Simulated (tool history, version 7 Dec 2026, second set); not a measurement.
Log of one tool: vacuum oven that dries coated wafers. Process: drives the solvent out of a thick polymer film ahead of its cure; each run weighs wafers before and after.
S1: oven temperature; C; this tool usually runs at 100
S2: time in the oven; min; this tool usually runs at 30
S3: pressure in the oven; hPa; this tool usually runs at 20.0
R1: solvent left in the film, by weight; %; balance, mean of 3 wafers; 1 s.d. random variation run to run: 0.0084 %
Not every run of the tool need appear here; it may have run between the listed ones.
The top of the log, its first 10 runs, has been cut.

run     day   S1  S2    S3     R1
 11  12.917  100  30  12.4  1.846
 12  14.296  100  30  12.4  1.849
 13  16.417   98  30  20.0  2.434
 14  17.396   98  30  20.0  2.442
 15  19.383   98  30  20.0  2.446
     20.692  -- oven's thermocouples calibrated, once more
 16  21.292   98  30  20.0  2.548
 17  22.775  100  30  20.0  2.247
 18  24.579  115  21  35.6  1.839
 19  26.075  115  21  35.6  1.854
 20  26.967  111  30  71.0  2.808
 21  29.108  111  30  71.0  2.810
     29.783  -- vacuum gauge cleaned of residue and calibrated
 22  30.521  104  30  20.0  1.677
 23  31.879  104  19  26.4  3.261
 24  33.162   95  42  26.4  2.344
 25  34.175  113  35  69.9  2.359
 26  35.692  113  35  69.9  2.354
 27  37.412   90  22  10.9  4.465
 28  39.304   90  17  15.2  5.737
 29  40.854   90  17  15.2  5.749
 30  42.429   90  17  15.2  5.717
 31  43.967  100  17  15.2  3.879
 32  45.646  114  45  79.6  2.442
 33  47.262  114  45  79.6  2.448

Each row is a separate what-if for the run after 33, all from the same tool condition, not one after another. Results?
  A  49.425  101  45  61.9   ?
  B  49.425  114  17  79.6   ?
  C  49.425  100  23  20.0   ?

run     R1
  A  3.212
  B  3.563
  C  2.905
What these runs would have given with no unlogged condition in the tool:
run     R1
  A  3.313
  B  3.691
  C  3.024

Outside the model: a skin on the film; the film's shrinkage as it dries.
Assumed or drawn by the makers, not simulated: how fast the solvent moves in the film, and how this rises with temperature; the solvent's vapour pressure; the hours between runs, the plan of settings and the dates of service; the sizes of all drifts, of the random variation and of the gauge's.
